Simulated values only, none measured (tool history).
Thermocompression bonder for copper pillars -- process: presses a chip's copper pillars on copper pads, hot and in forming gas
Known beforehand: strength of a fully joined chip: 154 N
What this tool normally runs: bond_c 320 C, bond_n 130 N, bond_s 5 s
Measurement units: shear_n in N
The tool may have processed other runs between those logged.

run    day  bond_c  bond_n  bond_s  shear_n
  1  0.000     320     130       5     69.1
  2  0.250     320     130       5     68.9
  3  0.425     320     130       5     70.4
  4  0.725     320     130       5     68.9
  5  0.912     320     134       5     71.0
  6  1.292     320     134       5     70.7
  7  1.658     320     134       5     70.8
  8  1.996     320     134       5     69.1
  9  2.338     320     134       3     58.2
 10  2.638     320     130       7     76.8
 11  2.929     320      91       3     40.7
 12  3.196     320      91       3     40.8
 13  3.446     317     102       7     61.5
 14  3.612     317     102       7     61.5
 15  3.838     308     130       5     59.7
 16  4.025     302     105       5     46.8
 17  4.188     343     159       4     87.9
 18  4.450     343     159       4     88.2
 19  4.812     343     159       4     88.3

Each row is a separate what-if for the run after 19, all from the same tool condition, not one after another. Results?
  A  5.121     340     159       5        ?
  B  5.121     329      81       4        ?
  C  5.121     320     130       4        ?
  D  5.121     320     130       8        ?

run  shear_n
  A     91.7
  B     45.4
  C     62.3
  D     79.4
Stripped of hidden state, with their random variation kept, the same runs would have yielded:
run  shear_n
  A    100.7
  B     50.4
  C     69.1
  D     87.6
